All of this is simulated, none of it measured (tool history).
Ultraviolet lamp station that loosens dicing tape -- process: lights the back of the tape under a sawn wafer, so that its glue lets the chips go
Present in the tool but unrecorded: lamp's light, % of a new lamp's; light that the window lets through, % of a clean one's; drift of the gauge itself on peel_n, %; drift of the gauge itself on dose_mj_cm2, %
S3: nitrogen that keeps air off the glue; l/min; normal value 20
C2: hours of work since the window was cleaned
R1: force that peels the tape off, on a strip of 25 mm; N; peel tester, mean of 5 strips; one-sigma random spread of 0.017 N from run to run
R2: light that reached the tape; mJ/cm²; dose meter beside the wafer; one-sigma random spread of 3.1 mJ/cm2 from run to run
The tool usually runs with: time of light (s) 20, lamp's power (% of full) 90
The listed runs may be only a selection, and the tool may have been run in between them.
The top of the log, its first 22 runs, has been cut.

run 23 hour=1463.7 | time_of_light_(s)=20 lamp's_power_(%_of_full)=61 S3=6 | hours_of_work_of_the_lamp=822 C2=162 | R1=4.091 R2=250
run 24 hour=1509.4 | time_of_light_(s)=30 lamp's_power_(%_of_full)=90 S3=14 | hours_of_work_of_the_lamp=858 C2=197 | R1=0.853 R2=529
run 25 hour=1582.1 | time_of_light_(s)=30 lamp's_power_(%_of_full)=71 S3=8 | hours_of_work_of_the_lamp=914 C2=254 | R1=2.068 R2=403
run 26 hour=1652.0 | time_of_light_(s)=20 lamp's_power_(%_of_full)=90 S3=10 | hours_of_work_of_the_lamp=968 C2=308 | R1=2.473 R2=334
-- hour=1662.3 window cleaned of glue's vapour
run 27 hour=1730.5 | time_of_light_(s)=20 lamp's_power_(%_of_full)=90 S3=10 | hours_of_work_of_the_lamp=1028 C2=53 | R1=2.155 R2=366
run 28 hour=1794.9 | time_of_light_(s)=26 lamp's_power_(%_of_full)=90 S3=38 | hours_of_work_of_the_lamp=1078 C2=102 | R1=0.533 R2=457
run 29 hour=1840.6 | time_of_light_(s)=26 lamp's_power_(%_of_full)=90 S3=38 | hours_of_work_of_the_lamp=1113 C2=138 | R1=0.540 R2=448
run 30 hour=1918.8 | time_of_light_(s)=11 lamp's_power_(%_of_full)=90 S3=20 | hours_of_work_of_the_lamp=1174 C2=198 | R1=3.651 R2=179
run 31 hour=1990.5 | time_of_light_(s)=11 lamp's_power_(%_of_full)=90 S3=20 | hours_of_work_of_the_lamp=1229 C2=254 | R1=3.676 R2=174
run 32 hour=2040.7 | time_of_light_(s)=11 lamp's_power_(%_of_full)=90 S3=20 | hours_of_work_of_the_lamp=1268 C2=292 | R1=3.717 R2=168
-- hour=2071.0 window cleaned of glue's vapour
run 33 hour=2119.7 | time_of_light_(s)=28 lamp's_power_(%_of_full)=95 S3=20 | hours_of_work_of_the_lamp=1328 C2=38 | R1=0.683 R2=505
run 34 hour=2208.7 | time_of_light_(s)=28 lamp's_power_(%_of_full)=95 S3=20 | hours_of_work_of_the_lamp=1397 C2=106 | R1=0.806 R2=486
run 35 hour=2256.9 | time_of_light_(s)=20 lamp's_power_(%_of_full)=68 S3=20 | hours_of_work_of_the_lamp=1434 C2=144 | R1=2.670 R2=237
run 36 hour=2294.6 | time_of_light_(s)=20 lamp's_power_(%_of_full)=74 S3=20 | hours_of_work_of_the_lamp=1464 C2=173 | R1=2.397 R2=254
run 37 hour=2376.6 | time_of_light_(s)=20 lamp's_power_(%_of_full)=93 S3=10 | hours_of_work_of_the_lamp=1527 C2=236 | R1=2.696 R2=304
run 38 hour=2465.2 | time_of_light_(s)=36 lamp's_power_(%_of_full)=67 S3=20 | hours_of_work_of_the_lamp=1595 C2=305 | R1=1.283 R2=377
-- hour=2481.0 window cleaned of glue's vapour
run 39 hour=2536.7 | time_of_light_(s)=19 lamp's_power_(%_of_full)=82 S3=17 | hours_of_work_of_the_lamp=1650 C2=43 | R1=2.335 R2=271
run 40 hour=2583.7 | time_of_light_(s)=10 lamp's_power_(%_of_full)=94 S3=23 | hours_of_work_of_the_lamp=1687 C2=79 | R1=3.869 R2=159
run 41 hour=2648.8 | time_of_light_(s)=16 lamp's_power_(%_of_full)=65 S3=8 | hours_of_work_of_the_lamp=1737 C2=130 | R1=5.049 R2=173

5 options for the next run, each taken on its own from the tool as it stands now. Forecast them:
run A hour=2708.8 | time_of_light_(s)=16 lamp's_power_(%_of_full)=92 S3=27 | hours_of_work_of_the_lamp=1783 C2=176 | R1=? R2=?
run B hour=2708.8 | time_of_light_(s)=16 lamp's_power_(%_of_full)=65 S3=23 | hours_of_work_of_the_lamp=1783 C2=176 | R1=? R2=?
run C hour=2708.8 | time_of_light_(s)=16 lamp's_power_(%_of_full)=88 S3=27 | hours_of_work_of_the_lamp=1783 C2=176 | R1=? R2=?
run D hour=2708.8 | time_of_light_(s)=25 lamp's_power_(%_of_full)=72 S3=40 | hours_of_work_of_the_lamp=1783 C2=176 | R1=? R2=?
run E hour=2708.8 | time_of_light_(s)=20 lamp's_power_(%_of_full)=64 S3=20 | hours_of_work_of_the_lamp=1783 C2=176 | R1=? R2=?

run=A R1=2.301 R2=236
run=B R1=3.648 R2=167
run=C R1=2.392 R2=225
run=D R1=1.379 R2=288
run=E R1=3.105 R2=205
Had the tool no hidden state, the same runs would have come out as:
run=A R1=0.991 R2=385
run=B R1=2.023 R2=273
run=C R1=1.055 R2=367
run=D R1=0.476 R2=472
run=E R1=1.571 R2=335

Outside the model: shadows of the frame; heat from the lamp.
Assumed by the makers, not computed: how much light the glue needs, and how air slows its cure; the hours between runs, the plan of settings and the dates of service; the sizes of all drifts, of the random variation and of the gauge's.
